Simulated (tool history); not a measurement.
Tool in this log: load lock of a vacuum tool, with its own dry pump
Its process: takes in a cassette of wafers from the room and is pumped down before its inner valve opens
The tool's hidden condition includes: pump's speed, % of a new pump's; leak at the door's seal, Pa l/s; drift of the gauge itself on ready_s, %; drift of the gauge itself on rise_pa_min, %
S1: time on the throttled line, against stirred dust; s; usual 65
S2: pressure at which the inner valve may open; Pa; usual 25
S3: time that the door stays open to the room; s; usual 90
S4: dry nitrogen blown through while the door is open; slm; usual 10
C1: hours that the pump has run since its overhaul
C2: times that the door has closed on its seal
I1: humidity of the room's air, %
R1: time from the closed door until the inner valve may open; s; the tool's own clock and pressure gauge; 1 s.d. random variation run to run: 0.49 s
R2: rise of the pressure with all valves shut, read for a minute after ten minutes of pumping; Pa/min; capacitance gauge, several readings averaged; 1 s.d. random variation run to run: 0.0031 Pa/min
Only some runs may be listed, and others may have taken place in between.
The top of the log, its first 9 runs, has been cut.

run 10 hour=2469.4 | S1=65 S2=19 S3=90 S4=12 | C1=9192 C2=21327 | I1=42.9 | R1=98.8 R2=0.65
-- hour=2579 door's seal changed, seat wiped
run 11 hour=2782.5 | S1=65 S2=25 S3=90 S4=5 | C1=9504 C2=938 | I1=43.1 | R1=96.3 R2=0.092
run 12 hour=2944.6 | S1=65 S2=25 S3=90 S4=5 | C1=9666 C2=1685 | I1=44.2 | R1=96.5 R2=0.096
run 13 hour=3185.5 | S1=37 S2=25 S3=90 S4=10 | C1=9907 C2=2795 | I1=47.4 | R1=70.9 R2=0.098
run 14 hour=3367.3 | S1=65 S2=19 S3=90 S4=10 | C1=10089 C2=3633 | I1=48.2 | R1=98 R2=0.111
run 15 hour=3726.2 | S1=65 S2=19 S3=90 S4=10 | C1=10447 C2=5287 | I1=41.7 | R1=98.1 R2=0.136
run 16 hour=3969.4 | S1=65 S2=19 S3=90 S4=10 | C1=10691 C2=6408 | I1=43.4 | R1=98.4 R2=0.162
run 17 hour=4198.5 | S1=65 S2=19 S3=90 S4=10 | C1=10920 C2=7464 | I1=46.4 | R1=98.7 R2=0.197
run 18 hour=4516.1 | S1=65 S2=19 S3=90 S4=10 | C1=11237 C2=8927 | I1=43.4 | R1=98 R2=0.229
run 19 hour=4754.2 | S1=83 S2=30 S3=110 S4=31 | C1=11476 C2=10025 | I1=43.9 | R1=113.2 R2=0.236
run 20 hour=5116.7 | S1=83 S2=30 S3=32 S4=19 | C1=11838 C2=11695 | I1=40.4 | R1=112.1 R2=0.259
run 21 hour=5458.9 | S1=102 S2=25 S3=32 S4=6 | C1=12180 C2=13273 | I1=41 | R1=129.4 R2=0.337
run 22 hour=5803.8 | S1=45 S2=25 S3=204 S4=10 | C1=12525 C2=14862 | I1=46.3 | R1=80.1 R2=0.471
run 23 hour=6047.4 | S1=65 S2=25 S3=36 S4=10 | C1=12769 C2=15985 | I1=44.5 | R1=97.3 R2=0.437
run 24 hour=6433.7 | S1=65 S2=29 S3=225 S4=10 | C1=13155 C2=17765 | I1=42.1 | R1=96.9 R2=0.588
run 25 hour=6811 | S1=33 S2=31 S3=56 S4=13 | C1=13532 C2=19504 | I1=47 | R1=69.1 R2=0.587
run 26 hour=7104.4 | S1=33 S2=31 S3=56 S4=13 | C1=13826 C2=20856 | I1=48.7 | R1=68.9 R2=0.656
-- hour=7323.2 door's seal changed, seat wiped
run 27 hour=7446.7 | S1=33 S2=31 S3=56 S4=13 | C1=14166 C2=569 | I1=42.2 | R1=68.9 R2=0.044
run 28 hour=7803.1 | S1=33 S2=31 S3=56 S4=13 | C1=14523 C2=2212 | I1=45.6 | R1=69.3 R2=0.067
run 29 hour=8086.4 | S1=45 S2=25 S3=90 S4=10 | C1=14806 C2=3517 | I1=46.4 | R1=80.3 R2=0.114

What will run 30 give?
run 30 hour=8302.6 | S1=42 S2=23 S3=59 S4=10 | C1=15022 C2=4514 | I1=44.2 | R1=? R2=?

{"run 30": {"R1": 77.9, "R2": 0.109}}
The same run, on a tool lacking any hidden state, would have yielded R1 70.6 s, R2 0.045 Pa/min.
